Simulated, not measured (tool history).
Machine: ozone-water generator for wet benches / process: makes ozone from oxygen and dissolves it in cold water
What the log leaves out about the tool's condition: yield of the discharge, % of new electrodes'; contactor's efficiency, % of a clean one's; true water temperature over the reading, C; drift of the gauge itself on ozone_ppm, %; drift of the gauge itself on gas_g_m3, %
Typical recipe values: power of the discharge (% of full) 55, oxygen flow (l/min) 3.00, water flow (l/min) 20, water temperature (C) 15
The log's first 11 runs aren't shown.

| run | hour | power of the discharge (% of full) | oxygen flow (l/min) | water flow (l/min) | water temperature (C) | hours of work since the electrodes were changed | hours of work since the contactor was cleaned | hours of work since the thermometer was calibrated | dissolved ozone (ppm) | ozone in the gas ahead of the water (g/m3) |
|---|---|---|---|---|---|---|---|---|---|---|
| 12 | 496.7 | 55 | 2.78 | 20 | 15 | 1887 | 1798 | 3985 | 17.9 | 216.3 |
| 13 | 554.2 | 92 | 3.00 | 20 | 15 | 1931 | 1843 | 4029 | 24.6 | 281.7 |
| 14 | 610.0 | 55 | 2.84 | 20 | 15 | 1975 | 1886 | 4073 | 17.9 | 213.7 |
| 15 | 659.4 | 55 | 3.00 | 13 | 15 | 2013 | 1925 | 4111 | 25.9 | 208.7 |
| 16 | 720.6 | 55 | 3.00 | 13 | 12 | 2060 | 1972 | 4158 | 27.3 | 208.7 |
| 17 | 757.5 | 92 | 3.00 | 13 | 12 | 2089 | 2001 | 4187 | 36.2 | 281.1 |
| 18 | 794.2 | 85 | 1.72 | 14 | 7 | 2117 | 2029 | 4215 | 27.7 | 321.7 |
| 19 | 853.2 | 85 | 1.72 | 31 | 7 | 2163 | 2075 | 4261 | 12.2 | 325.9 |
| 20 | 882.6 | 85 | 1.72 | 31 | 7 | 2186 | 2098 | 4284 | 12.1 | 319.5 |
| 21 | 913.7 | 45 | 1.72 | 27 | 7 | 2210 | 2122 | 4308 | 9.7 | 225.4 |
| 22 | 968.8 | 45 | 1.72 | 27 | 7 | 2253 | 2164 | 4351 | 9.7 | 225.6 |
| 23 | 1010.3 | 45 | 1.72 | 27 | 7 | 2285 | 2197 | 4383 | 9.8 | 225.8 |
| 24 | 1039.9 | 45 | 1.72 | 27 | 7 | 2308 | 2220 | 4406 | 9.7 | 225.7 |
| 25 | 1101.6 | 55 | 1.70 | 17 | 15 | 2356 | 2267 | 4454 | 16.9 | 252.6 |
| 26 | 1156.9 | 55 | 4.43 | 17 | 14 | 2398 | 2310 | 4496 | 24.0 | 182.6 |
| 27 | 1222.1 | 55 | 4.43 | 17 | 14 | 2449 | 2361 | 4547 | 23.6 | 182.7 |

For run 28, what comes out?
| 28 | 1270.8 | 100 | 2.01 | 32 | 23 | 2487 | 2399 | 4585 | ? | ? |

Run 28 yielded dissolved ozone (ppm) 12.9, ozone in the gas ahead of the water (g/m3) 330.7.
Minus the tool's unlogged condition, the same run would have read dissolved ozone (ppm) 13.8, ozone in the gas ahead of the water (g/m3) 346.5.
